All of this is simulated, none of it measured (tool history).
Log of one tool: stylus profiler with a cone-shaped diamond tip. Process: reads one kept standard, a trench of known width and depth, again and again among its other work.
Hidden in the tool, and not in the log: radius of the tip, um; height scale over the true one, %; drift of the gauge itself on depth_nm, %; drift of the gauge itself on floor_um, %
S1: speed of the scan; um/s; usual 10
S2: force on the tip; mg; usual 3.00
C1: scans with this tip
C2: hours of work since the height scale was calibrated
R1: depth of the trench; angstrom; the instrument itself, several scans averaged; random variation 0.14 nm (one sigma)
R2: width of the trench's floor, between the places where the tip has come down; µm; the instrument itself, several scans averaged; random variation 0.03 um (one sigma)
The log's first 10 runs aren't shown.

| run | hour | S1 | S2 | C1 | C2 | R1 | R2 |
|---|---|---|---|---|---|---|---|
| 11 | 193.7 | 10 | 3.00 | 5263 | 635 | 5068.9 | 15.41 |
| 12 | 223.3 | 10 | 3.00 | 5424 | 655 | 5068.5 | 15.32 |
| 13 | 243.0 | 10 | 3.00 | 5531 | 668 | 5068.2 | 15.35 |
| 14 | 266.1 | 10 | 3.00 | 5657 | 683 | 5068.3 | 15.38 |
| 15 | 290.5 | 10 | 3.00 | 5790 | 699 | 5069.7 | 15.34 |
| 16 | 312.7 | 39 | 3.00 | 5910 | 714 | 5070.4 | 15.28 |
| 17 | 341.6 | 38 | 3.00 | 6068 | 733 | 5070.6 | 15.24 |
| 18 | 356.7 | 38 | 3.00 | 6150 | 742 | 5071.9 | 15.24 |
| 19 | 380.7 | 38 | 3.00 | 6280 | 758 | 5071.3 | 15.23 |
| 20 | 406.4 | 38 | 3.00 | 6420 | 775 | 5071.3 | 15.26 |
| 21 | 429.4 | 24 | 3.00 | 6545 | 790 | 5071.4 | 15.19 |
| 22 | 444.7 | 10 | 3.00 | 6629 | 800 | 5071.0 | 15.25 |
| 23 | 459.1 | 10 | 3.00 | 6707 | 810 | 5073.3 | 15.28 |
| 24 | 488.6 | 29 | 1.23 | 6867 | 829 | 5047.3 | 15.19 |
| 25 | 505.2 | 8 | 3.00 | 6958 | 840 | 5071.3 | 15.25 |
| 26 | 520.8 | 8 | 3.00 | 7042 | 850 | 5074.7 | 15.30 |
| 27 | 534.9 | 3 | 1.31 | 7119 | 859 | 5048.2 | 15.29 |
| 28 | 559.8 | 4 | 1.86 | 7255 | 876 | 5058.0 | 15.21 |
| 29 | 579.4 | 29 | 1.04 | 7362 | 889 | 5042.1 | 15.17 |
| 30 | 596.1 | 23 | 3.02 | 7452 | 900 | 5073.9 | 15.17 |
| 31 | 614.5 | 7 | 3.23 | 7552 | 912 | 5077.7 | 15.26 |
| 32 | 635.7 | 6 | 3.23 | 7667 | 926 | 5077.1 | 15.28 |
| 33 | 653.2 | 6 | 3.23 | 7763 | 937 | 5077.6 | 15.22 |
| 34 | 671.7 | 29 | 1.73 | 7863 | 949 | 5055.5 | 15.16 |

Run 35 comes next. What will it give?
| 35 | 690.5 | 29 | 1.73 | 7966 | 962 | ? | ? |

R1: 5055.4 angstrom
R2: 15.18 µm
Without the tool's hidden state the same run would have given R1 5038.6 angstrom, R2 15.61 µm.
